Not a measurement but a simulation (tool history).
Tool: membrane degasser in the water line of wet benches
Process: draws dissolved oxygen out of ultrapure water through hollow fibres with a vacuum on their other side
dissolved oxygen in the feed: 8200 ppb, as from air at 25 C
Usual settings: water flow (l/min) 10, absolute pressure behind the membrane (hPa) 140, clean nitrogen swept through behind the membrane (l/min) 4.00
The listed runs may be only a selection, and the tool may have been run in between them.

run,hour,water flow (l/min),absolute pressure behind the membrane (hPa),clean nitrogen swept through behind the membrane (l/min),dissolved oxygen in the water behind the degasser (ppb),pressure that the water loses in the fibres (hPa)
1,0.0,10,140,4.00,356.7,548.1
2,135.7,10,140,1.79,426.8,539.1
3,292.3,10,140,1.79,433.7,542.4
4,419.5,10,140,1.79,426.7,542.4
5,624.0,10,140,4.00,356.4,543.4
6,836.9,10,140,4.00,356.7,536.8
7,970.9,10,140,4.00,355.5,542.6
8,1088.6,11,140,4.00,447.7,593.7
9,1186.5,11,140,4.00,444.9,597.7
10,1322.4,11,140,4.00,442.4,594.8
11,1412.6,10,140,4.00,360.3,535.7
12,1505.1,10,140,4.00,358.5,539.0
13,1667.1,10,140,4.00,362.4,539.2
14,1849.3,10,140,4.00,358.5,538.8
15,2068.8,10,140,4.00,349.3,533.8
16,2254.3,14,140,4.00,741.7,752.6
17,2472.0,10,132,4.00,343.9,537.4
18,2569.8,10,132,4.00,353.6,534.6
19,2679.8,10,132,4.00,358.9,535.9
20,2826.9,8,124,4.00,196.3,428.0
21,3036.7,8,124,4.00,194.8,425.5
22,3153.9,7,344,3.90,232.3,371.9
23,3312.2,9,140,7.48,252.2,480.3
24,3492.7,9,140,7.48,248.1,480.0
25,3649.1,9,304,7.48,300.2,478.3
26,3745.0,9,253,7.48,282.1,477.1
27,3954.5,9,306,7.48,302.5,478.2
28,4130.0,12,346,3.23,709.0,652.4
29,4250.6,12,346,3.23,716.5,654.0
30,4445.7,7,207,3.20,188.4,382.7
31,4623.2,10,117,11.54,311.9,544.5

Withheld: 2 entries from between the runs. Position of each, and hidden state at the listed run before versus the listed run after:
After run 8, before run 9: seals of the vacuum lines changed (hour 1130.8)
  air that leaks in behind the membrane, l/min: 0.0021 -> 0.002; drift of the gauge itself on loss_of_pressure_kpa, %: -0.72 -> -0.78
  the result without the hidden state subtracted from the measured one, pressure that the water loses in the fibres (hPa): -3.9 -> -4.3
After run 27, before run 28: gauge calibrated (hour 4121.7)
  drift of the gauge itself on loss_of_pressure_kpa, %: -2.62 -> -0.01
  the result without the hidden state subtracted from the measured one, pressure that the water loses in the fibres (hPa): -12.3 -> +0.7

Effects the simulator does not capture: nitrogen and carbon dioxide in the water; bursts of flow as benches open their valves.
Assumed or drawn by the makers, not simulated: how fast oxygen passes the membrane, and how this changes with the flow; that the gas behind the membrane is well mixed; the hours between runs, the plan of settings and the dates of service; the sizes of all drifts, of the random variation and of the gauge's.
